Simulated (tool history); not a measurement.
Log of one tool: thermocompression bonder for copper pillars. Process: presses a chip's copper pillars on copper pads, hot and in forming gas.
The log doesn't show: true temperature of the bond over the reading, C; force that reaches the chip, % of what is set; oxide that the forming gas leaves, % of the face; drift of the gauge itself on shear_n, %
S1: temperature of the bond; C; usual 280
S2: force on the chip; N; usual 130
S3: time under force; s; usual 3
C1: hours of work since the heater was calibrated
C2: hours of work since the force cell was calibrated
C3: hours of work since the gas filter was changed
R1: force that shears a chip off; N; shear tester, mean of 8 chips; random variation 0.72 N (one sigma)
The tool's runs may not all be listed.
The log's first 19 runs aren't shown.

{"day": 16.429, "done": "forming gas filter changed"}
{"run": 20, "day": 16.933, "S1": 280, "S2": 153, "S3": 3, "C1": 666, "C2": 880, "C3": 9, "R1": 48.2}
{"run": 21, "day": 18.121, "S1": 268, "S2": 124, "S3": 4, "C1": 686, "C2": 900, "C3": 29, "R1": 39.6}
{"run": 22, "day": 19.358, "S1": 268, "S2": 124, "S3": 4, "C1": 707, "C2": 921, "C3": 50, "R1": 38.5}
{"run": 23, "day": 20.138, "S1": 268, "S2": 191, "S3": 4, "C1": 721, "C2": 935, "C3": 63, "R1": 48.4}
{"run": 24, "day": 21.096, "S1": 280, "S2": 137, "S3": 2, "C1": 737, "C2": 951, "C3": 80, "R1": 37.8}
{"run": 25, "day": 21.942, "S1": 280, "S2": 137, "S3": 2, "C1": 751, "C2": 966, "C3": 94, "R1": 36.6}
{"run": 26, "day": 22.529, "S1": 280, "S2": 132, "S3": 2, "C1": 762, "C2": 976, "C3": 104, "R1": 36.7}
{"run": 27, "day": 23.438, "S1": 259, "S2": 162, "S3": 2, "C1": 777, "C2": 991, "C3": 120, "R1": 26.5}
{"run": 28, "day": 23.958, "S1": 257, "S2": 158, "S3": 6, "C1": 786, "C2": 1000, "C3": 129, "R1": 39.8}
{"run": 29, "day": 25.05, "S1": 257, "S2": 158, "S3": 6, "C1": 805, "C2": 1019, "C3": 147, "R1": 39.0}
{"run": 30, "day": 25.554, "S1": 257, "S2": 158, "S3": 6, "C1": 813, "C2": 1027, "C3": 156, "R1": 39.9}
{"day": 25.771, "done": "forming gas filter changed"}
{"run": 31, "day": 26.729, "S1": 280, "S2": 107, "S3": 6, "C1": 833, "C2": 1047, "C3": 16, "R1": 49.2}
{"run": 32, "day": 27.804, "S1": 280, "S2": 130, "S3": 4, "C1": 851, "C2": 1065, "C3": 35, "R1": 45.5}
{"run": 33, "day": 28.921, "S1": 289, "S2": 84, "S3": 7, "C1": 870, "C2": 1084, "C3": 54, "R1": 47.8}
{"run": 34, "day": 29.483, "S1": 280, "S2": 130, "S3": 6, "C1": 880, "C2": 1094, "C3": 63, "R1": 51.6}
{"run": 35, "day": 30.329, "S1": 279, "S2": 82, "S3": 6, "C1": 895, "C2": 1109, "C3": 78, "R1": 39.3}
{"run": 36, "day": 31.079, "S1": 275, "S2": 123, "S3": 3, "C1": 907, "C2": 1121, "C3": 91, "R1": 35.9}
{"run": 37, "day": 31.983, "S1": 258, "S2": 84, "S3": 2, "C1": 923, "C2": 1137, "C3": 106, "R1": 16.6}
{"run": 38, "day": 33.029, "S1": 280, "S2": 134, "S3": 3, "C1": 941, "C2": 1155, "C3": 124, "R1": 38.1}
{"run": 39, "day": 34.188, "S1": 276, "S2": 92, "S3": 5, "C1": 960, "C2": 1174, "C3": 144, "R1": 35.2}
{"day": 35.112, "done": "forming gas filter changed"}
{"run": 40, "day": 35.112, "S1": 280, "S2": 130, "S3": 3, "C1": 976, "C2": 1190, "C3": 0, "R1": 41.8}

Forecast each of these 3 alternatives for the next run:
{"run": "A", "day": 36.025, "S1": 256, "S2": 191, "S3": 3, "C1": 991, "C2": 1206, "C3": 16, "R1": "?"}
{"run": "B", "day": 36.025, "S1": 280, "S2": 153, "S3": 5, "C1": 991, "C2": 1206, "C3": 16, "R1": "?"}
{"run": "C", "day": 36.025, "S1": 263, "S2": 89, "S3": 4, "C1": 991, "C2": 1206, "C3": 16, "R1": "?"}

run=A R1=36.3
run=B R1=53.8
run=C R1=26.5
Without the tool's hidden state the same runs would have given:
run=A R1=47.5
run=B R1=65.8
run=C R1=35.8
